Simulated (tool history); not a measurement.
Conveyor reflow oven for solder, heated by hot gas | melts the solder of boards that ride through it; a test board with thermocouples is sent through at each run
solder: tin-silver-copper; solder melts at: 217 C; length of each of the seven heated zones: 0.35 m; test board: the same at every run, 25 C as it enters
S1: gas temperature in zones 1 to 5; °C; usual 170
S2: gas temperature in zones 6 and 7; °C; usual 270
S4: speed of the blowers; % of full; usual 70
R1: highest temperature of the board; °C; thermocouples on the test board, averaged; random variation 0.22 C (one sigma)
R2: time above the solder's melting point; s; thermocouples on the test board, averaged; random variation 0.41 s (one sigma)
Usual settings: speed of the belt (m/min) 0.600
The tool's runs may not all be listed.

Run 1, hour 0.0: usual settings. Result: R1 253.6 °C, R2 52.7 s.
Run 2, hour 21.7: usual settings but S2 271 °C. Result: R1 254.6 °C, R2 53.1 s.
Run 3, hour 43.8: usual settings but S1 165 °C, S2 271 °C. Result: R1 253.3 °C, R2 50.3 s.
Run 4, hour 59.0: usual settings but S1 165 °C, S2 271 °C. Result: R1 253.6 °C, R2 50.8 s.
Run 5, hour 72.1: usual settings but S4 56 % of full. Result: R1 249.8 °C, R2 48.9 s.
Run 6, hour 82.3: usual settings but S4 56 % of full. Result: R1 249.8 °C, R2 49.2 s.
Run 7, hour 92.8: usual settings but S1 178 °C, S4 56 % of full. Result: R1 251.0 °C, R2 52.6 s.
Run 8, hour 109.3: usual settings but S2 263 °C. Result: R1 247.8 °C, R2 48.3 s.
Run 9, hour 124.8: usual settings but S2 263 °C. Result: R1 247.6 °C, R2 47.6 s.
Run 10, hour 136.0: usual settings but S2 263 °C. Result: R1 247.4 °C, R2 47.6 s.
Run 11, hour 152.6: usual settings but S2 263 °C. Result: R1 247.3 °C, R2 49.0 s.
Run 12, hour 166.0: usual settings but S2 263 °C. Result: R1 247.3 °C, R2 48.3 s.
At hour 183.1: flux residue cleaned out of gas plates and filters.
Run 13, hour 187.9: usual settings but S2 263 °C. Result: R1 247.1 °C, R2 48.2 s.
Run 14, hour 204.0: usual settings but speed of the belt (m/min) 0.572. Result: R1 254.8 °C, R2 56.6 s.
Run 15, hour 214.6: usual settings but speed of the belt (m/min) 0.572. Result: R1 254.3 °C, R2 55.7 s.
At hour 228.5: flux residue cleaned out of gas plates and filters, once more.
Run 16, hour 235.2: usual settings but speed of the belt (m/min) 0.572. Result: R1 256.1 °C, R2 57.0 s.
Run 17, hour 252.3: usual settings but S2 258 °C, speed of the belt (m/min) 0.551. Result: R1 246.7 °C, R2 53.5 s.
Run 18, hour 274.0: usual settings but S1 176 °C, speed of the belt (m/min) 0.547. Result: R1 258.0 °C, R2 63.6 s.
Run 19, hour 283.6: usual settings but speed of the belt (m/min) 0.542, S4 78 % of full. Result: R1 259.1 °C, R2 62.7 s.
Run 20, hour 300.8: usual settings but speed of the belt (m/min) 0.542, S4 78 % of full. Result: R1 259.7 °C, R2 63.2 s.
Run 21, hour 321.5: usual settings but S1 164 °C, S2 264 °C, speed of the belt (m/min) 0.542, S4 78 % of full. Result: R1 252.9 °C, R2 57.3 s.
Run 22, hour 331.3: usual settings but S1 164 °C, S2 264 °C, speed of the belt (m/min) 0.542, S4 78 % of full. Result: R1 252.9 °C, R2 58.2 s.
Run 23, hour 341.2: usual settings but S1 164 °C, S2 272 °C, speed of the belt (m/min) 0.542, S4 72 % of full. Result: R1 259.0 °C, R2 61.6 s.
Run 24, hour 352.0: usual settings but S1 164 °C, S2 272 °C, speed of the belt (m/min) 0.542, S4 72 % of full. Result: R1 259.0 °C, R2 60.7 s.
Run 25, hour 367.7: usual settings but S2 276 °C. Result: R1 259.4 °C, R2 56.8 s.
Run 26, hour 380.0: usual settings but S1 175 °C, S2 271 °C, speed of the belt (m/min) 0.589, S4 65 % of full. Result: R1 255.6 °C, R2 56.4 s.
Run 27, hour 390.3: usual settings but S1 156 °C, S2 260 °C, speed of the belt (m/min) 0.516, S4 65 % of full. Result: R1 247.2 °C, R2 52.5 s.
Run 28, hour 400.9: usual settings but S1 168 °C, S4 65 % of full. Result: R1 253.1 °C, R2 51.2 s.
Run 29, hour 419.6: usual settings but S1 168 °C, S4 65 % of full. Result: R1 252.5 °C, R2 51.1 s.
Run 30, hour 429.2: usual settings but S1 183 °C, S2 262 °C, S4 87 % of full. Result: R1 252.1 °C, R2 57.8 s.
Run 31, hour 440.0: usual settings but S1 181 °C, S2 283 °C, speed of the belt (m/min) 0.588, S4 87 % of full. Result: R1 271.4 °C, R2 67.1 s.

Hidden state or all else? Some run-to-run changes of R1, split into what the settings, what came in and random variation would give without the hidden state, and what is left for the hidden state (with any gauge scatter that isn't in both results):
The hidden state here: heat that the gas passes to the board, % of a clean oven's; belt's true speed, % of the reading; true gas temperature in zones 6 and 7 over the reading, C; drift of the gauge itself on peak_c, C; drift of the gauge itself on liquid_s, %.
Run 4 -> 5: S1 165 -> 170, S2 271 -> 270, S4 70 -> 56. R1 -3.8 °C: hidden state +0.2, all else -4.0.
Run 12 -> 13: flux residue cleaned out of gas plates and filters. R1 -0.2 °C: hidden state -0.3, all else +0.1.
Run 15 -> 16: flux residue cleaned out of gas plates and filters, once more. R1 +1.8 °C: hidden state +1.5, all else +0.3.
Run 16 -> 17: S2 270 -> 258, speed of the belt (m/min) 0.572 -> 0.551. R1 -9.4 °C: hidden state +0.0, all else -9.4.
Run 17 -> 18: S1 170 -> 176, S2 258 -> 270, speed of the belt (m/min) 0.551 -> 0.547. R1 +11.3 °C: hidden state +0.0, all else +11.3.
Run 30 -> 31: S1 183 -> 181, S2 262 -> 283, speed of the belt (m/min) 0.600 -> 0.588. R1 +19.3 °C: hidden state +0.0, all else +19.3.
